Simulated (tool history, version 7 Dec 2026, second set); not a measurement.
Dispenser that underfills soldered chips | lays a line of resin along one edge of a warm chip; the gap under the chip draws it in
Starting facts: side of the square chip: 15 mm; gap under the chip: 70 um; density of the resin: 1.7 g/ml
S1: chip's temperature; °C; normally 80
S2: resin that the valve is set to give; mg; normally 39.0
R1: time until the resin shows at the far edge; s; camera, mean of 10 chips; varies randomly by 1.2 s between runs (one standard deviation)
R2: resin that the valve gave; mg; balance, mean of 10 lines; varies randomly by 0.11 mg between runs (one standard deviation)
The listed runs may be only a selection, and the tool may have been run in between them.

run 1 hour=0.0 | S1=80 S2=39.0 | R1=151.4 R2=38.18
-- hour=8.1 new syringe of resin
run 2 hour=11.8 | S1=80 S2=37.8 | R1=133.9 R2=36.77
run 3 hour=23.7 | S1=80 S2=37.8 | R1=184.1 R2=36.79
-- hour=25.8 new syringe of resin
run 4 hour=35.1 | S1=80 S2=36.0 | R1=155.5 R2=35.12
-- hour=43.0 new syringe of resin
run 5 hour=47.3 | S1=80 S2=37.2 | R1=137.4 R2=36.12
-- hour=53.1 dispensing valve cleaned and set on the balance
run 6 hour=56.0 | S1=80 S2=37.2 | R1=168.2 R2=37.22
-- hour=61.3 new syringe of resin
run 7 hour=65.7 | S1=80 S2=37.2 | R1=136.7 R2=37.29
-- hour=78.6 new syringe of resin
run 8 hour=78.6 | S1=67 S2=42.3 | R1=174.4 R2=42.28
run 9 hour=83.8 | S1=67 S2=42.3 | R1=200.1 R2=42.08
run 10 hour=89.3 | S1=67 S2=36.1 | R1=239.8 R2=35.83
-- hour=96.0 new syringe of resin
run 11 hour=97.9 | S1=88 S2=35.2 | R1=103.8 R2=34.68

Predict each of these 5 candidate next runs independently; none follows another, all start after run 11:
run A hour=109.4 | S1=88 S2=37.4 | R1=? R2=?
run B hour=109.4 | S1=90 S2=45.2 | R1=? R2=?
run C hour=109.4 | S1=88 S2=33.4 | R1=? R2=?
run D hour=109.4 | S1=88 S2=39.5 | R1=? R2=?
run E hour=109.4 | S1=88 S2=41.2 | R1=? R2=?

run=A R1=144.7 R2=36.97
run=B R1=131.5 R2=44.76
run=C R1=148.7 R2=33.20
run=D R1=137.4 R2=38.94
run=E R1=138.2 R2=40.91
The same runs, with their run-to-run variation unchanged, on a tool lacking any hidden condition would have given:
run=A R1=93.0 R2=37.33
run=B R1=85.0 R2=45.19
run=C R1=95.4 R2=33.52
run=D R1=88.6 R2=39.32
run=E R1=89.0 R2=41.31
